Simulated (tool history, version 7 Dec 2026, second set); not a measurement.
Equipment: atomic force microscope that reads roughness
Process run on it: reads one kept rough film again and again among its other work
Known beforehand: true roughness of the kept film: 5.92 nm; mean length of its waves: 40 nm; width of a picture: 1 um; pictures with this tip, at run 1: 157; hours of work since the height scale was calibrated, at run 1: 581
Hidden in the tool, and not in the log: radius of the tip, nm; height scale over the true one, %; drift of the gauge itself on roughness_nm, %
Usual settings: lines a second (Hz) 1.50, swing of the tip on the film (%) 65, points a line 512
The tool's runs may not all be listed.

run,hour,lines a second (Hz),swing of the tip on the film (%),points a line,pictures with this tip,hours of work since the height scale was calibrated,roughness of the kept film (nm (root mean square))
1,0.0,1.50,65,512,157,581,4.433
2,13.6,1.50,65,371,173,591,4.347
# hour 24.3: new tip fitted
3,27.2,1.50,65,371,3,600,5.150
4,50.8,1.50,65,371,32,617,4.992
5,69.3,1.50,65,371,54,630,4.909
6,85.6,1.50,65,512,73,642,4.811
7,106.6,1.00,65,512,98,657,4.838
8,125.5,1.00,65,364,121,670,4.747
9,142.4,1.00,65,364,141,682,4.653
10,163.0,1.50,65,573,165,697,4.476
11,173.0,1.50,65,573,177,704,4.463
# hour 181.1: new tip fitted
12,188.5,1.50,65,573,9,715,5.113
13,207.0,1.50,65,573,31,728,5.008
14,220.7,1.50,65,755,48,738,4.922
15,232.5,1.50,65,755,62,746,4.872
16,254.6,1.92,75,755,88,762,4.431
17,275.1,1.49,75,336,112,776,4.465
18,295.7,1.49,75,336,137,791,4.359
19,315.3,1.50,65,702,160,805,4.501
20,335.0,1.50,65,702,184,819,4.409
# hour 337.1: new tip fitted
21,356.4,1.50,74,275,23,834,4.853
22,377.1,1.52,90,275,48,849,4.236
23,394.8,1.50,77,904,69,861,4.645
24,414.9,1.50,72,914,93,876,4.620
25,429.6,1.50,72,914,110,886,4.576
26,447.3,3.54,61,576,131,899,4.398
27,459.5,3.54,61,576,146,907,4.333
28,473.7,0.94,65,439,163,917,4.633
# hour 492.8: new tip fitted
29,493.1,1.62,68,512,0,931,5.076

Predict each of these 4 candidate next runs independently; none follows another, all start after run 29:
A,507.4,0.76,59,512,17,941,?
B,507.4,0.73,68,673,17,941,?
C,507.4,3.38,83,554,17,941,?
D,507.4,1.12,65,512,17,941,?

run,roughness of the kept film (nm (root mean square))
A,5.324
B,5.230
C,3.903
D,5.199
The same runs, with their run-to-run variation unchanged, on a tool lacking any hidden condition would have given:
run,roughness of the kept film (nm (root mean square))
A,5.398
B,5.303
C,3.958
D,5.271
